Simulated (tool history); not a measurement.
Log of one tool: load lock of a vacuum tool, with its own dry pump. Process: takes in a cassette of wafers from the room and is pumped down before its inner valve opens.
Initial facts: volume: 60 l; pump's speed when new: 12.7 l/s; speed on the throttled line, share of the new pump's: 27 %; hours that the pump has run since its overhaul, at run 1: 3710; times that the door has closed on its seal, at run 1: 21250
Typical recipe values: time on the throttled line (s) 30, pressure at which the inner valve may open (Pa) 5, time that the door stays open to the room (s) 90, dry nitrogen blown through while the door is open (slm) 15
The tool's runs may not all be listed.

run,day,time on the throttled line (s),pressure at which the inner valve may open (Pa),time that the door stays open to the room (s),dry nitrogen blown through while the door is open (slm),hours that the pump has run since its overhaul,times that the door has closed on its seal,"incoming humidity of the room's air, %",time from the closed door until the inner valve may open (s),rise of the pressure with all valves shut (Pa/min)
1,0,30,5,90,15,3710,21250,46.4,71.1,0.156
2,2.962,30,5,99,15,3781,21542,43.9,71.5,0.156
3,5.875,30,5,99,15,3851,21829,41.3,71.7,0.149
4,8.958,30,5,99,15,3925,22133,44.7,70.8,0.162
5,13.154,30,5,90,15,4026,22546,42.8,71.4,0.16
6,17.046,30,5,90,15,4119,22930,44.7,72.2,0.167
7,21.829,30,5,90,15,4234,23401,44.3,71.8,0.161
8,27.525,30,5,90,15,4371,23963,52.7,71.6,0.181
9,31.304,30,5,90,15,4461,24335,44.9,71.8,0.174
10,35.117,30,5,90,15,4553,24710,43.2,71.7,0.17
11,38.617,30,5,90,15,4637,25055,46.6,72.1,0.181
12,43.062,30,5,90,15,4744,25493,46.5,70.8,0.182
13,46.683,30,5,90,15,4831,25850,42.6,71.4,0.173
14,49.388,30,5,90,15,4895,26116,41.8,72.3,0.179
15,54.096,30,5,90,15,5008,26580,44.7,72.2,0.191
16,60.371,40,5,90,15,5159,27199,45.9,79.3,0.189
17,64.775,44,4,90,31,5265,27632,43.2,84.1,0.175
18,67.971,44,6,90,31,5342,27948,43.9,82.3,0.175
19,72.317,30,4,123,15,5446,28376,44.6,73.8,0.211
20,75.254,30,5,44,15,5516,28665,45.2,72.4,0.178
21,80.892,30,5,44,15,5652,29221,46.1,73.3,0.177
22,83.85,21,9,90,26,5723,29512,47.5,65.1,0.194
23,86.638,21,9,90,26,5789,29787,43.3,63.4,0.194
24,89.5,21,9,90,26,5858,30069,44.1,62.9,0.201
25,95.183,26,6,90,15,5995,30629,46.6,69.7,0.215
26,101.192,49,9,217,10,6139,31221,46.4,82,0.286
27,103.883,23,5,91,15,6203,31486,45.4,68.6,0.224
28,106.596,23,4,91,15,6269,31753,44.7,69.6,0.227
29,112.908,36,6,39,31,6420,32375,42.1,77.1,0.189

What if the next run were any one of these 5? Each begins from the tool's condition after run 29:
A,117.725,36,4,120,31,6536,32850,43.5,?,?
B,117.725,36,4,39,31,6536,32850,46,?,?
C,117.725,41,5,42,27,6536,32850,42.8,?,?
D,117.725,41,5,210,15,6536,32850,46.1,?,?
E,117.725,30,8,39,15,6536,32850,45.5,?,?

run,time from the closed door until the inner valve may open (s),rise of the pressure with all valves shut (Pa/min)
A,78.3,0.226
B,79.8,0.196
C,81,0.191
D,81.1,0.279
E,71.1,0.212
The same runs, with their run-to-run variation unchanged, on a tool lacking any hidden condition would have given:
run,time from the closed door until the inner valve may open (s),rise of the pressure with all valves shut (Pa/min)
A,73.9,0.062
B,75.4,0.035
C,76.9,0.03
D,77.1,0.117
E,67,0.048
